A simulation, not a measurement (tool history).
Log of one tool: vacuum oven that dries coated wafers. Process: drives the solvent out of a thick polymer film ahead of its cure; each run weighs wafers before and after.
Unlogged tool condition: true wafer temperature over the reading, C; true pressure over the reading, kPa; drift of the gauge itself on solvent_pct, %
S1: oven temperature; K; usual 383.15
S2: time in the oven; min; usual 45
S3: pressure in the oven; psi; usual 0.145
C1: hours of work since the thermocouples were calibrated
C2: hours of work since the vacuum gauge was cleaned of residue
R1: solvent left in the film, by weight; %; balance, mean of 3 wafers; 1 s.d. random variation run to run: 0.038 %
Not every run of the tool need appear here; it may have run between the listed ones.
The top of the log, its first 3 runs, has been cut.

run,hour,S1,S2,S3,C1,C2,R1
4,39.4,383.15,45,0.145,347,324,1.28
5,52.4,383.15,45,0.145,356,333,1.27
6,63.1,383.15,45,0.145,364,341,1.27
7,74.4,383.15,45,0.145,372,349,1.16
8,90.5,383.15,45,0.145,383,360,1.23
9,107.8,383.15,45,0.145,395,373,1.31
10,124.8,383.15,37,0.145,407,385,1.85
11,138.3,383.15,37,0.145,417,394,1.85
12,151.7,380.15,45,0.145,426,404,1.72
13,169.2,372.15,45,0.145,439,416,3.08
14,183.5,383.15,45,0.145,449,426,1.22
15,195.1,375.15,45,0.145,457,434,2.52
16,205.1,375.15,45,0.145,464,441,2.45
17,215.6,375.15,45,0.145,472,449,2.39
18,228.2,375.15,45,0.145,480,458,2.46
19,244,375.15,45,0.145,492,469,2.35
20,261.2,375.15,45,0.145,504,481,2.42
21,282.7,383.15,45,0.145,519,496,1.2
22,300.9,383.15,45,0.145,532,509,1.29
23,310.4,377.15,60,0.16,539,516,1.28
24,322.6,377.15,65,0.16,547,524,1.11
25,334.7,377.15,65,0.16,556,533,1.16
26,347.4,376.15,29,0.145,565,542,4.2
27,357.9,383.15,68,0.19,572,549,0.7

Expected results for the next run?
28,374.6,383.15,68,0.19,584,561,?

{"run 28": {"R1": 0.64}}
The same run, on a tool lacking any hidden state, would have yielded R1 0.6 %.
